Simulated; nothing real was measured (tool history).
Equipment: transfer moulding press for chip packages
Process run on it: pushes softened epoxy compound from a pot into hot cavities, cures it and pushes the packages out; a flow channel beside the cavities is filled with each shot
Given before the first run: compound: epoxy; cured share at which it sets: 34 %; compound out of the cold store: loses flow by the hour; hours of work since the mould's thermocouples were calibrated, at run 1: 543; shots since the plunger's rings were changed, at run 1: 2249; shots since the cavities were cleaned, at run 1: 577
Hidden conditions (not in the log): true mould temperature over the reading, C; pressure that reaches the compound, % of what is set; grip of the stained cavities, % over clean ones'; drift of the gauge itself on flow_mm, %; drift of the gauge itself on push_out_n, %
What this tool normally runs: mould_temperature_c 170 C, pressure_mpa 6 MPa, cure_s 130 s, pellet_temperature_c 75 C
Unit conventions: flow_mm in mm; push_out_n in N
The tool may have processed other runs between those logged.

run	day	mould_temperature_c	pressure_mpa	cure_s	pellet_temperature_c	hours of work since the mould's thermocouples were calibrated	shots since the plunger's rings were changed	shots since the cavities were cleaned	incoming compound's hours out of the cold store	flow_mm	push_out_n
1	0	170	6	130	75	543	2249	577	33	609	643
# day 0.504: cavities cleaned with cleaning compound and waxed
2	1.575	170	6	130	75	568	2622	264	10.6	704	564
# day 3.321: cavities cleaned with cleaning compound and waxed
3	4.417	170	6	130	81	614	3306	270	39.1	579	556
# day 5.088: mould's thermocouples calibrated
# day 6.267: cavities cleaned with cleaning compound and waxed
4	6.267	174	6	130	81	18	3726	0	42.3	571	464
# day 6.562: plunger's sealing rings changed
5	8.679	174	6	130	81	56	521	568	11.2	702	601
# day 9.271: cavities cleaned with cleaning compound and waxed
6	10.567	170	6	130	75	86	971	320	45.8	568	587
# day 12.15: cavities cleaned with cleaning compound and waxed
7	13.338	170	6	130	75	130	1637	293	38.2	598	584
8	14.858	170	6	130	72	155	2011	667	14.6	688	648
# day 15.212: cavities cleaned with cleaning compound and waxed
9	16.229	170	6	130	72	177	2333	250	24.9	639	581
10	17.571	170	6	130	72	199	2664	581	28.2	625	651
# day 18.125: cavities cleaned with cleaning compound and waxed
# day 20.017: mould's thermocouples calibrated, once more
11	20.208	170	6	130	72	3	3277	492	35.8	590	587
# day 21.008: cavities cleaned with cleaning compound and waxed
12	21.929	172	6	130	72	30	3686	227	20.7	643	533
# day 22.538: plunger's sealing rings changed
# day 23.983: cavities cleaned with cleaning compound and waxed
13	25.288	172	6	130	72	83	661	320	25.9	644	568
# day 26.967: cavities cleaned with cleaning compound and waxed
14	28.421	172	6	130	73	133	1418	358	42.9	574	572
# day 29.838: cavities cleaned with cleaning compound and waxed
15	30.671	170	6	161	75	169	1957	206	44.3	575	490
# day 32.9: cavities cleaned with cleaning compound and waxed
16	33.942	170	6	142	75	221	2746	256	39.4	585	546
17	35.271	170	6	134	83	243	3074	584	11.8	697	616
# day 35.679: cavities cleaned with cleaning compound and waxed
# day 38.338: plunger's sealing rings changed
# day 38.617: cavities cleaned with cleaning compound and waxed
18	38.617	170	6	134	83	294	54	0	34.3	615	474
# day 41.546: cavities cleaned with cleaning compound and waxed
19	41.896	176	6	130	72	347	847	87	14.5	678	481
20	43.983	176	6	130	72	381	1360	600	21.8	652	578
# day 44.479: cavities cleaned with cleaning compound and waxed
21	45.854	176	6	130	72	411	1806	340	25.2	632	530
# day 47.425: cavities cleaned with cleaning compound and waxed
22	47.662	170	6	130	68	439	2235	59	24.7	641	490
# day 50.404: cavities cleaned with cleaning compound and waxed
23	50.467	170	6	130	68	484	2910	15	45.7	561	464
24	51.829	170	6	156	68	507	3245	350	9.1	709	546
# day 53.242: cavities cleaned with cleaning compound and waxed
25	53.658	170	6	156	68	536	3680	102	31.4	609	491
# day 54.079: plunger's sealing rings changed
# day 56.292: cavities cleaned with cleaning compound and waxed
26	56.379	165	5.23	167	71	577	550	21	40.1	560	472
27	57.708	170	6	130	68	599	878	349	18.3	675	613

3 options for the next run, each taken on its own from the tool as it stands now. Forecast them:
# day 59.104: cavities cleaned with cleaning compound and waxed
# day 59.417: mould's thermocouples calibrated
A	59.417	170	5.87	156	83	0	1263	56	21.5	?	?
# day 59.104: cavities cleaned with cleaning compound and waxed
# day 59.417: mould's thermocouples calibrated
B	59.417	170	6.32	130	68	0	1263	56	19.7	?	?
# day 59.104: cavities cleaned with cleaning compound and waxed
# day 59.417: mould's thermocouples calibrated
C	59.417	170	5.72	130	75	0	1263	56	36.9	?	?

run	flow_mm	push_out_n
A	654	460
B	685	504
C	586	494
Without the tool's unlogged condition, the same runs would have read:
run	flow_mm	push_out_n
A	663	436
B	695	479
C	594	469

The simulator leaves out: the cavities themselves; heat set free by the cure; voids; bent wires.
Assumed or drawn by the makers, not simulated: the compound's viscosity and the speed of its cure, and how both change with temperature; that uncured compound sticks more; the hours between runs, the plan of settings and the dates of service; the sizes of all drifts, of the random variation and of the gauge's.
